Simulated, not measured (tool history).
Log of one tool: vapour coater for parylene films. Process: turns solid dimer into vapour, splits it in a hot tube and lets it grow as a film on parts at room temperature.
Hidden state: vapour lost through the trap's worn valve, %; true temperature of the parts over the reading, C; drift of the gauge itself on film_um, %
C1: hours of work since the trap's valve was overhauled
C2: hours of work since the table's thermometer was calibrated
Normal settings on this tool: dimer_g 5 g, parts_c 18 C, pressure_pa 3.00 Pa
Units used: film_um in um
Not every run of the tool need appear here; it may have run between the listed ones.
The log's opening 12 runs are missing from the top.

run 13 hour=676.3 | dimer_g=5 parts_c=18 pressure_pa=3.00 | C1=216 C2=2099 | film_um=1.05
run 14 hour=725.7 | dimer_g=5 parts_c=18 pressure_pa=3.00 | C1=247 C2=2130 | film_um=1.04
run 15 hour=774.9 | dimer_g=5 parts_c=18 pressure_pa=3.00 | C1=279 C2=2162 | film_um=1.03
run 16 hour=837.3 | dimer_g=5 parts_c=18 pressure_pa=3.00 | C1=319 C2=2202 | film_um=1.03
-- hour=845.2 trap's valve overhauled
run 17 hour=869.9 | dimer_g=5 parts_c=18 pressure_pa=3.00 | C1=16 C2=2220 | film_um=1.08
run 18 hour=915.1 | dimer_g=5 parts_c=18 pressure_pa=3.00 | C1=45 C2=2249 | film_um=1.10
run 19 hour=982.3 | dimer_g=5 parts_c=18 pressure_pa=3.00 | C1=88 C2=2292 | film_um=1.09
run 20 hour=1015.0 | dimer_g=5 parts_c=23 pressure_pa=3.00 | C1=109 C2=2313 | film_um=0.99
run 21 hour=1079.1 | dimer_g=5 parts_c=15 pressure_pa=6.96 | C1=150 C2=2354 | film_um=1.04
-- hour=1084.8 table's thermometer calibrated
run 22 hour=1116.6 | dimer_g=5 parts_c=14 pressure_pa=3.00 | C1=173 C2=20 | film_um=1.14
run 23 hour=1147.0 | dimer_g=6 parts_c=23 pressure_pa=3.75 | C1=193 C2=40 | film_um=1.11
run 24 hour=1215.3 | dimer_g=6 parts_c=23 pressure_pa=3.75 | C1=236 C2=84 | film_um=1.09
run 25 hour=1257.2 | dimer_g=5 parts_c=12 pressure_pa=3.00 | C1=263 C2=110 | film_um=1.14
run 26 hour=1326.8 | dimer_g=5 parts_c=12 pressure_pa=3.30 | C1=308 C2=155 | film_um=1.14
-- hour=1351.3 trap's valve overhauled
run 27 hour=1359.9 | dimer_g=5 parts_c=13 pressure_pa=3.30 | C1=6 C2=174 | film_um=1.19
run 28 hour=1406.5 | dimer_g=5 parts_c=13 pressure_pa=11.82 | C1=35 C2=203 | film_um=1.04
-- hour=1434.5 table's thermometer calibrated, once more
run 29 hour=1441.4 | dimer_g=5 parts_c=13 pressure_pa=11.82 | C1=57 C2=4 | film_um=1.07
run 30 hour=1503.8 | dimer_g=8 parts_c=21 pressure_pa=3.06 | C1=97 C2=44 | film_um=1.67
run 31 hour=1539.2 | dimer_g=3 parts_c=19 pressure_pa=8.05 | C1=120 C2=67 | film_um=0.60
run 32 hour=1580.0 | dimer_g=7 parts_c=26 pressure_pa=3.81 | C1=146 C2=93 | film_um=1.27
run 33 hour=1626.3 | dimer_g=7 parts_c=26 pressure_pa=3.81 | C1=176 C2=123 | film_um=1.28
run 34 hour=1664.4 | dimer_g=3 parts_c=26 pressure_pa=6.42 | C1=200 C2=147 | film_um=0.51
run 35 hour=1715.1 | dimer_g=3 parts_c=26 pressure_pa=6.42 | C1=232 C2=180 | film_um=0.49

Alternative continuations, all from the tool just after run 35; predict every row:
run A hour=1776.7 | dimer_g=5 parts_c=14 pressure_pa=3.00 | C1=272 C2=219 | film_um=?
run B hour=1776.7 | dimer_g=3 parts_c=16 pressure_pa=6.41 | C1=272 C2=219 | film_um=?
run C hour=1776.7 | dimer_g=5 parts_c=24 pressure_pa=3.00 | C1=272 C2=219 | film_um=?
run D hour=1776.7 | dimer_g=2 parts_c=18 pressure_pa=3.00 | C1=272 C2=219 | film_um=?

run=A film_um=1.16
run=B film_um=0.62
run=C film_um=0.95
run=D film_um=0.42
With no hidden state in the tool, these same runs would have given:
run=A film_um=1.23
run=B film_um=0.66
run=C film_um=1.01
run=D film_um=0.45

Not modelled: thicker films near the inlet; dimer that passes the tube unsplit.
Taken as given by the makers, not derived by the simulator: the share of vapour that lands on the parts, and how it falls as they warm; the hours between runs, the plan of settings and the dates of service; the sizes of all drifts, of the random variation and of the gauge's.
